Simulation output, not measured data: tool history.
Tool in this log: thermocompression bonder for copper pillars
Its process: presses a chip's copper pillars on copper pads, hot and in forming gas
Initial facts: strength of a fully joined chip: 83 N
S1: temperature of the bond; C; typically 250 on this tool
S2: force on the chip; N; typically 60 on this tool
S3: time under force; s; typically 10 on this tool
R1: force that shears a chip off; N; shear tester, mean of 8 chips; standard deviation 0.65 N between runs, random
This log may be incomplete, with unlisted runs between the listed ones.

| run | hour | S1 | S2 | S3 | R1 |
|---|---|---|---|---|---|
| 1 | 0 | 250 | 60 | 10 | 42 |
|  | 5.3 | heater calibrated with a thermocouple chip |
| 2 | 36.9 | 250 | 60 | 10 | 42.6 |
| 3 | 66.9 | 250 | 60 | 10 | 42.7 |
| 4 | 115.8 | 250 | 60 | 10 | 41.6 |
| 5 | 168.3 | 250 | 60 | 10 | 42.6 |
| 6 | 208.2 | 250 | 60 | 10 | 42.5 |
| 7 | 248.3 | 266 | 60 | 10 | 49.5 |
| 8 | 279.8 | 266 | 60 | 10 | 49.1 |
| 9 | 310.7 | 250 | 60 | 10 | 40.4 |
| 10 | 352.3 | 250 | 60 | 10 | 41.1 |
| 11 | 400.9 | 250 | 60 | 10 | 42.4 |
| 12 | 449.6 | 250 | 60 | 10 | 41.6 |
| 13 | 487 | 250 | 78 | 10 | 47.6 |
| 14 | 528.5 | 250 | 78 | 10 | 48.1 |
| 15 | 568.1 | 250 | 78 | 10 | 48.7 |
| 16 | 600.5 | 250 | 78 | 10 | 47.5 |
|  | 605.1 | forming gas filter changed |
| 17 | 636.7 | 250 | 60 | 10 | 41.6 |
| 18 | 664.5 | 250 | 60 | 10 | 42.1 |
| 19 | 689.2 | 250 | 60 | 16 | 48 |
| 20 | 719.8 | 250 | 60 | 16 | 49 |
| 21 | 761 | 250 | 58 | 10 | 40.7 |
| 22 | 812.8 | 220 | 70 | 28 | 44.4 |
| 23 | 861.6 | 242 | 43 | 10 | 31.3 |
| 24 | 907.6 | 242 | 43 | 10 | 30.4 |
| 25 | 937.2 | 242 | 43 | 10 | 30.8 |
| 26 | 966.6 | 242 | 43 | 10 | 30.9 |
| 27 | 1005.1 | 242 | 43 | 10 | 30.8 |
| 28 | 1033 | 273 | 43 | 7 | 40.3 |
| 29 | 1079.6 | 273 | 43 | 7 | 39.7 |
| 30 | 1132.8 | 273 | 43 | 7 | 40.6 |
| 31 | 1175.9 | 223 | 73 | 25 | 45.3 |
|  | 1209.1 | forming gas filter changed |
| 32 | 1216.9 | 271 | 51 | 15 | 54.4 |
| 33 | 1266.8 | 254 | 43 | 22 | 49.3 |
| 34 | 1295.8 | 222 | 38 | 10 | 21.5 |
| 35 | 1323.8 | 274 | 57 | 16 | 57.1 |
| 36 | 1374.4 | 277 | 36 | 22 | 53.8 |
| 37 | 1417.7 | 250 | 60 | 12 | 44.9 |
| 38 | 1469.6 | 256 | 70 | 9 | 46.6 |
| 39 | 1493.1 | 251 | 60 | 10 | 42 |

Alternative continuations, all from the tool just after run 39; predict every row:
| A | 1535.4 | 250 | 60 | 10 | ? |
| B | 1535.4 | 260 | 70 | 19 | ? |
| C | 1535.4 | 251 | 42 | 10 | ? |
| D | 1535.4 | 237 | 65 | 10 | ? |

| run | R1 |
|---|---|
| A | 42.1 |
| B | 60.5 |
| C | 34.5 |
| D | 37.2 |
Had the tool no hidden state, the same runs would have come out as:
| run | R1 |
|---|---|
| A | 42.4 |
| B | 60.7 |
| C | 34.7 |
| D | 37.4 |
